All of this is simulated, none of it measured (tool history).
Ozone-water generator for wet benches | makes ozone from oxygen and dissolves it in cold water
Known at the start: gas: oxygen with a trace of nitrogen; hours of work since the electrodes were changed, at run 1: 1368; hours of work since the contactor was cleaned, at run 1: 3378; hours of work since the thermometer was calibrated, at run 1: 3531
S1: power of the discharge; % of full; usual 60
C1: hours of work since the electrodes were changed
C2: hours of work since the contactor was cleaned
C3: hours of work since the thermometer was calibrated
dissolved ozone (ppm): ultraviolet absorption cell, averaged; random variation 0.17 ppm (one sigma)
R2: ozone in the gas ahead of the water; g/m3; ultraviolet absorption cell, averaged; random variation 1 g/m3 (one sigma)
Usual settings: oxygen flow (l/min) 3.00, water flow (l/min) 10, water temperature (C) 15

Run 1, day 0.000: usual settings; C1 1368; C2 3378; C3 3531. Result: dissolved ozone (ppm) 20.9, R2 170.5 g/m3.
Run 2, day 1.767: usual settings but S1 73 % of full; C1 1396; C2 3406; C3 3559. Result: dissolved ozone (ppm) 23.8, R2 192.5 g/m3.
Run 3, day 3.921: usual settings but water flow (l/min) 13; C1 1430; C2 3440; C3 3593. Result: dissolved ozone (ppm) 16.5, R2 168.7 g/m3.
Run 4, day 6.042: usual settings but water flow (l/min) 13; C1 1464; C2 3474; C3 3627. Result: dissolved ozone (ppm) 16.7, R2 170.0 g/m3.
Run 5, day 8.579: usual settings but water flow (l/min) 13; C1 1504; C2 3514; C3 3667. Result: dissolved ozone (ppm) 16.4, R2 169.0 g/m3.
Run 6, day 11.583: usual settings but water flow (l/min) 13; C1 1551; C2 3561; C3 3714. Result: dissolved ozone (ppm) 16.3, R2 169.8 g/m3.
Run 7, day 13.092: usual settings but water flow (l/min) 13; C1 1575; C2 3585; C3 3738. Result: dissolved ozone (ppm) 16.7, R2 170.0 g/m3.
Run 8, day 15.250: usual settings but water flow (l/min) 13; C1 1609; C2 3619; C3 3772. Result: dissolved ozone (ppm) 16.4, R2 169.1 g/m3.
Run 9, day 18.096: usual settings; C1 1654; C2 3664; C3 3817. Result: dissolved ozone (ppm) 20.6, R2 168.6 g/m3.
Run 10, day 20.142: usual settings; C1 1686; C2 3696; C3 3849. Result: dissolved ozone (ppm) 20.7, R2 167.6 g/m3.
Run 11, day 21.746: usual settings; C1 1711; C2 3721; C3 3874. Result: dissolved ozone (ppm) 20.7, R2 168.6 g/m3.
Run 12, day 24.412: usual settings; C1 1753; C2 3763; C3 3916. Result: dissolved ozone (ppm) 20.6, R2 168.4 g/m3.
Run 13, day 26.525: usual settings but oxygen flow (l/min) 1.67; C1 1786; C2 3796; C3 3949. Result: dissolved ozone (ppm) 17.9, R2 204.8 g/m3.
Run 14, day 29.333: usual settings but oxygen flow (l/min) 3.14; C1 1831; C2 3841; C3 3994. Result: dissolved ozone (ppm) 21.1, R2 166.0 g/m3.
Run 15, day 32.675: usual settings; C1 1883; C2 3893; C3 4046. Result: dissolved ozone (ppm) 20.9, R2 168.9 g/m3.
Run 16, day 35.521: usual settings; C1 1928; C2 3938; C3 4091. Result: dissolved ozone (ppm) 20.8, R2 169.2 g/m3.
At day 35.829: water thermometer calibrated.
Run 17, day 38.738: usual settings; C1 1978; C2 3989; C3 46. Result: dissolved ozone (ppm) 20.6, R2 169.5 g/m3.
Run 18, day 41.312: usual settings but oxygen flow (l/min) 1.53, water flow (l/min) 11; C1 2019; C2 4029; C3 86. Result: dissolved ozone (ppm) 15.7, R2 213.2 g/m3.
Run 19, day 43.875: usual settings but oxygen flow (l/min) 1.53, water flow (l/min) 11; C1 2059; C2 4069; C3 127. Result: dissolved ozone (ppm) 15.7, R2 212.7 g/m3.
At day 44.412: water thermometer calibrated, once more.
Run 20, day 47.371: usual settings but S1 43 % of full, oxygen flow (l/min) 3.11, water flow (l/min) 7, water temperature (C) 12; C1 2114; C2 4124; C3 47. Result: dissolved ozone (ppm) 23.2, R2 135.0 g/m3.
Run 21, day 48.971: usual settings but S1 75 % of full, water flow (l/min) 9; C1 2139; C2 4149; C3 72. Result: dissolved ozone (ppm) 25.6, R2 189.9 g/m3.
Run 22, day 50.888: usual settings but S1 75 % of full, water flow (l/min) 9, water temperature (C) 8; C1 2170; C2 4180; C3 102. Result: dissolved ozone (ppm) 28.2, R2 189.9 g/m3.
Run 23, day 54.175: usual settings but water flow (l/min) 8; C1 2221; C2 4231; C3 154. Result: dissolved ozone (ppm) 24.6, R2 167.4 g/m3.
Run 24, day 56.350: usual settings but water flow (l/min) 9, water temperature (C) 20; C1 2256; C2 4266; C3 188. Result: dissolved ozone (ppm) 21.0, R2 166.1 g/m3.
Run 25, day 58.558: usual settings but S1 61 % of full, oxygen flow (l/min) 5.26, water temperature (C) 18; C1 2290; C2 4300; C3 223. Result: dissolved ozone (ppm) 20.8, R2 137.8 g/m3.
Run 26, day 61.046: usual settings but S1 63 % of full, oxygen flow (l/min) 2.66, water flow (l/min) 11, water temperature (C) 22; C1 2330; C2 4340; C3 262. Result: dissolved ozone (ppm) 17.1, R2 178.4 g/m3.
Run 27, day 64.383: usual settings but water flow (l/min) 7; C1 2382; C2 4392; C3 315. Result: dissolved ozone (ppm) 26.6, R2 168.0 g/m3.
Run 28, day 66.454: usual settings but water flow (l/min) 6; C1 2415; C2 4425; C3 347. Result: dissolved ozone (ppm) 29.7, R2 167.8 g/m3.
Run 29, day 69.462: usual settings but water flow (l/min) 6; C1 2462; C2 4472; C3 395. Result: dissolved ozone (ppm) 29.6, R2 165.9 g/m3.
Run 30, day 71.221: usual settings but oxygen flow (l/min) 1.74, water flow (l/min) 11, water temperature (C) 19; C1 2490; C2 4500; C3 422. Result: dissolved ozone (ppm) 15.3, R2 200.2 g/m3.
Run 31, day 72.933: usual settings but oxygen flow (l/min) 1.74, water flow (l/min) 11, water temperature (C) 19; C1 2517; C2 4527; C3 449. Result: dissolved ozone (ppm) 15.5, R2 201.8 g/m3.
Run 32, day 74.875: usual settings but oxygen flow (l/min) 1.74, water flow (l/min) 11, water temperature (C) 8; C1 2548; C2 4558; C3 480. Result: dissolved ozone (ppm) 17.5, R2 201.5 g/m3.
Run 33, day 77.217: usual settings but S1 45 % of full, oxygen flow (l/min) 1.55, water flow (l/min) 8, water temperature (C) 9; C1 2584; C2 4595; C3 517. Result: dissolved ozone (ppm) 18.8, R2 176.8 g/m3.

Forecast each of these 3 alternatives for the next run:
Run A, day 80.196: usual settings but water flow (l/min) 8, water temperature (C) 12; C1 2631; C2 4641; C3 564. Result: dissolved ozone (ppm) ?, R2 ?.
Run B, day 80.196: usual settings but oxygen flow (l/min) 4.06; C1 2631; C2 4641; C3 564. Result: dissolved ozone (ppm) ?, R2 ?.
Run C, day 80.196: usual settings but S1 45 % of full, oxygen flow (l/min) 4.80, water flow (l/min) 8, water temperature (C) 9; C1 2631; C2 4641; C3 564. Result: dissolved ozone (ppm) ?, R2 ?.

run  dissolved ozone (ppm)     R2
  A                   25.7  165.2
  B                   21.0  148.9
  C                   23.7  117.7
Without the tool's hidden state the same runs would have given:
run  dissolved ozone (ppm)     R2
  A                   28.1  173.5
  B                   23.3  156.4
  C                   25.7  122.5

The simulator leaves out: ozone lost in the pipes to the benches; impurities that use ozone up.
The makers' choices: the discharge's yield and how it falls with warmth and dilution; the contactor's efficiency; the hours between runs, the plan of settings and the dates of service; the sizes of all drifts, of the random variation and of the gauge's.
